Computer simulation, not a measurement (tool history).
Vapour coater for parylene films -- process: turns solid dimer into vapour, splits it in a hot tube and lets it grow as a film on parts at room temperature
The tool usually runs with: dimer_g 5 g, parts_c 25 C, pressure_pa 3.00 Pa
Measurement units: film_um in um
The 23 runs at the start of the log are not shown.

run    hour  dimer_g  parts_c  pressure_pa  film_um
      824.3  -- table's thermometer calibrated, once more
 24   857.1        4       25         3.71     2.86
 25   910.7        4       25         3.71     2.86
      934.1  -- trap's valve overhauled
 26   946.9        9       27         4.15     6.77
 27   980.2        7       17         6.32     6.03
 28  1034.5        2       20        10.75     1.54
 29  1070.3        5       29         7.60     3.31
 30  1102.1        5       29         7.60     3.35
 31  1154.7        5       25        10.74     3.45
 32  1190.1        3       25         5.96     2.18
 33  1234.6        3       24         2.30     2.44
 34  1263.9        7       19         3.04     6.05
 35  1302.7        7       19         3.04     6.03
 36  1356.2        7       19         3.04     6.11
 37  1380.2        7       23         3.04     5.61
 38  1405.7        5       25        10.72     3.32
 39  1439.7        3       25         7.31     2.07
 40  1479.3        9       25         6.51     6.28
 41  1521.3        5       31         4.85     3.21
 42  1561.9        3       29         3.62     2.08

Here are 3 independent what-if runs from the current tool condition. What would each one return?
  A  1603.1        4       25         3.57        ?
  B  1603.1        6       29         3.62        ?
  C  1603.1        3       25         3.00        ?

run  film_um
  A     2.94
  B     4.05
  C     2.28
With the hidden condition removed and each run's random variation left untouched, the same runs would have given:
run  film_um
  A     3.23
  B     4.45
  C     2.51
